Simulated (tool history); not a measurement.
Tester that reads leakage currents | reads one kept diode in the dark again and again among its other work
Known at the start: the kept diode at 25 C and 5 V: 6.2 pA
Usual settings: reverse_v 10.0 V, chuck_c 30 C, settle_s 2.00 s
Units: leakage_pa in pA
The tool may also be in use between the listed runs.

run   hour  reverse_v  chuck_c  settle_s  leakage_pa
  1    0.0       10.0       30      2.00       13.34
  2   36.2       16.2       30      2.00       16.99
  3   96.5        1.2       30      2.00        5.09
  4  159.5        1.2       30      2.00        5.09
  5  201.0        1.2       30      2.00        5.18
  6  232.1        1.0       30      2.00        4.81
  7  280.4        2.8       30      2.00        7.84
  8  326.0        2.8       30      2.00        7.85
  9  353.8       10.0       30      2.00       14.95
 10  410.2       10.0       25      2.00       11.24
 11  473.1       10.0       54      2.00       68.36
 12  503.9       10.0       30      2.00       15.53
 13  549.5       10.0       48      2.00       47.50
 14  582.5       10.0       33      2.00       18.91
 15  615.7        1.8       36      3.64        9.90
 16  666.5        1.6       36      0.71        9.62
 17  693.8        1.6       36      0.71        9.78
 18  745.8        1.6       36      0.71        9.84
 19  799.1        1.6       36      0.71        9.88
 20  835.8        1.2       35      0.71        8.06
 21  879.0        1.2       35      0.71        8.11
 22  937.9        1.2       35      0.71        8.18
     948.3  -- chuck's temperature calibrated
 23  988.0       10.0       41      2.00       31.51

Some steps in leakage_pa between neighbouring runs. How much of each would the tool show without its hidden state too (settings, what came in, random variation), and how much is left for the hidden state, with any gauge scatter that isn't in both results?
The hidden state here: stray current of the dirty probe card, pA a volt; current scale over the true one, %; true chuck temperature over the reading, C; drift of the gauge itself on leakage_pa, %.
Run 10 -> 11: chuck_c 25 -> 54. leakage_pa +57.12 pA: hidden state +2.01, all else +55.11.
Run 11 -> 12: chuck_c 54 -> 30. leakage_pa -52.83 pA: hidden state -1.50, all else -51.33.
Run 14 -> 15: reverse_v 10.0 -> 1.8, chuck_c 33 -> 36, settle_s 2.00 -> 3.64. leakage_pa -9.01 pA: hidden state -2.11, all else -6.90.
Run 22 -> 23: reverse_v 1.2 -> 10.0, chuck_c 35 -> 41, settle_s 0.71 -> 2.00, chuck's temperature calibrated. leakage_pa +23.33 pA: hidden state +2.89, all else +20.44.

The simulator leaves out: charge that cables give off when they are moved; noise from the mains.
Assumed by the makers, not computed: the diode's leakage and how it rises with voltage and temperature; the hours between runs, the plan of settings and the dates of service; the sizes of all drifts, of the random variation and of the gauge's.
